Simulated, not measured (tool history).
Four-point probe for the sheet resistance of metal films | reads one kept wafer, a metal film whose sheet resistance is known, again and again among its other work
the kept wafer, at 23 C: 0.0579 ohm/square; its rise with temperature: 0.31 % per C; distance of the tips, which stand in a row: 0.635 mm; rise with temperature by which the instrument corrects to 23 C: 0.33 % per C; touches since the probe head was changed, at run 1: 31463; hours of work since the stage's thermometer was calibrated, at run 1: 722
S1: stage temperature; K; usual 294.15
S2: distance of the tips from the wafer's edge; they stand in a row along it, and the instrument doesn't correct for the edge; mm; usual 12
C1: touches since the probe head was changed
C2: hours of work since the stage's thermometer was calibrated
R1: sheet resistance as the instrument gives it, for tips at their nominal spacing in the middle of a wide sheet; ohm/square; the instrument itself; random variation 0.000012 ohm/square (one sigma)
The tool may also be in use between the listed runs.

{"run": 1, "hour": 0.0, "S1": 294.15, "S2": 12, "C1": 31463, "C2": 722, "R1": 0.058036}
{"run": 2, "hour": 45.2, "S1": 294.15, "S2": 12, "C1": 32138, "C2": 753, "R1": 0.058025}
{"run": 3, "hour": 99.2, "S1": 294.15, "S2": 73, "C1": 32945, "C2": 791, "R1": 0.057947}
{"run": 4, "hour": 142.4, "S1": 294.15, "S2": 12, "C1": 33591, "C2": 821, "R1": 0.058015}
{"run": 5, "hour": 192.3, "S1": 294.15, "S2": 12, "C1": 34336, "C2": 856, "R1": 0.058029}
{"run": 6, "hour": 238.1, "S1": 294.15, "S2": 12, "C1": 35020, "C2": 887, "R1": 0.058009}
{"run": 7, "hour": 290.9, "S1": 294.15, "S2": 12, "C1": 35810, "C2": 924, "R1": 0.057996}
{"run": 8, "hour": 324.5, "S1": 294.15, "S2": 12, "C1": 36312, "C2": 948, "R1": 0.058004}
{"run": 9, "hour": 363.4, "S1": 294.15, "S2": 12, "C1": 36894, "C2": 975, "R1": 0.058023}
{"run": 10, "hour": 412.9, "S1": 294.15, "S2": 16, "C1": 37633, "C2": 1009, "R1": 0.05796}
{"run": 11, "hour": 458.3, "S1": 294.15, "S2": 16, "C1": 38311, "C2": 1041, "R1": 0.057971}
{"run": 12, "hour": 493.1, "S1": 294.15, "S2": 16, "C1": 38832, "C2": 1065, "R1": 0.057946}
{"run": 13, "hour": 549.8, "S1": 292.15, "S2": 12, "C1": 39679, "C2": 1104, "R1": 0.058017}
{"run": 14, "hour": 583.4, "S1": 298.15, "S2": 12, "C1": 40181, "C2": 1128, "R1": 0.057944}
{"run": 15, "hour": 641.2, "S1": 298.15, "S2": 12, "C1": 41045, "C2": 1168, "R1": 0.057951}
{"run": 16, "hour": 680.6, "S1": 298.15, "S2": 12, "C1": 41634, "C2": 1195, "R1": 0.057944}
{"run": 17, "hour": 731.8, "S1": 298.15, "S2": 12, "C1": 42398, "C2": 1231, "R1": 0.057948}
{"run": 18, "hour": 763.8, "S1": 305.15, "S2": 12, "C1": 42876, "C2": 1253, "R1": 0.057875}
{"run": 19, "hour": 798.0, "S1": 305.15, "S2": 12, "C1": 43387, "C2": 1277, "R1": 0.057907}
{"run": 20, "hour": 839.4, "S1": 305.15, "S2": 12, "C1": 44006, "C2": 1306, "R1": 0.057851}
{"run": 21, "hour": 897.4, "S1": 301.15, "S2": 17, "C1": 44873, "C2": 1346, "R1": 0.057869}
{"run": 22, "hour": 955.8, "S1": 292.15, "S2": 57, "C1": 45746, "C2": 1387, "R1": 0.057875}
{"run": 23, "hour": 1009.5, "S1": 292.15, "S2": 3, "C1": 46548, "C2": 1424, "R1": 0.059255}
{"run": 24, "hour": 1053.2, "S1": 292.15, "S2": 3, "C1": 47201, "C2": 1455, "R1": 0.059257}
{"run": 25, "hour": 1108.2, "S1": 295.15, "S2": 4, "C1": 48023, "C2": 1493, "R1": 0.058626}

Forecast run 26:
{"run": 26, "hour": 1153.2, "S1": 303.15, "S2": 22, "C1": 48696, "C2": 1524, "R1": "?"}

{"run 26": {"R1": 0.057806}}
Without the tool's hidden state the same run would have given R1 0.057863 ohm/square.

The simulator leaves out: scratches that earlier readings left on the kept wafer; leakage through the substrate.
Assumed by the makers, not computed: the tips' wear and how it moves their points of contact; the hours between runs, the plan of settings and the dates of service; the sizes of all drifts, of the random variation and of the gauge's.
